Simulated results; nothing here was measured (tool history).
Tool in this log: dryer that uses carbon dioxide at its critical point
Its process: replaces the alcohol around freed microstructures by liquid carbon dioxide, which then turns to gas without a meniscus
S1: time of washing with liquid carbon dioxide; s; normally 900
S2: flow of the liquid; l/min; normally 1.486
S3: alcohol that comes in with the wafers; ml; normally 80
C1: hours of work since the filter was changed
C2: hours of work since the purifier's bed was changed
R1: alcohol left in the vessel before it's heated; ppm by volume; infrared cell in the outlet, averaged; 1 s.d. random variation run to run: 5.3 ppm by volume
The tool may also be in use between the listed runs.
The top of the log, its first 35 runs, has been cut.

run,hour,S1,S2,S3,C1,C2,R1
36,2011.7,720,1.040,34,77,89,540
37,2045.2,540,1.030,35,90,101,1111
38,2081.5,1320,1.330,27,103,115,37
39,2112.9,1320,1.330,27,115,127,52
40,2149.5,540,1.460,27,129,141,381
41,2201.2,540,1.460,27,149,160,390
42,2255.2,1320,1.486,44,169,180,66
43,2293.3,1320,1.486,44,183,195,71
44,2358.8,1320,1.486,44,208,219,72
45,2409.2,600,1.650,40,227,238,325
46,2471.9,960,1.486,34,250,262,120

3 ways to go on from here, each from the tool as it stands after run 46. What would each give?
A,2506.5,1200,1.540,34,263,275,?
B,2506.5,960,1.330,34,263,275,?
C,2506.5,1440,1.220,41,263,275,?

run,R1
A,94
B,166
C,100
What these runs would have given with no unlogged condition in the tool:
run,R1
A,13
B,62
C,16
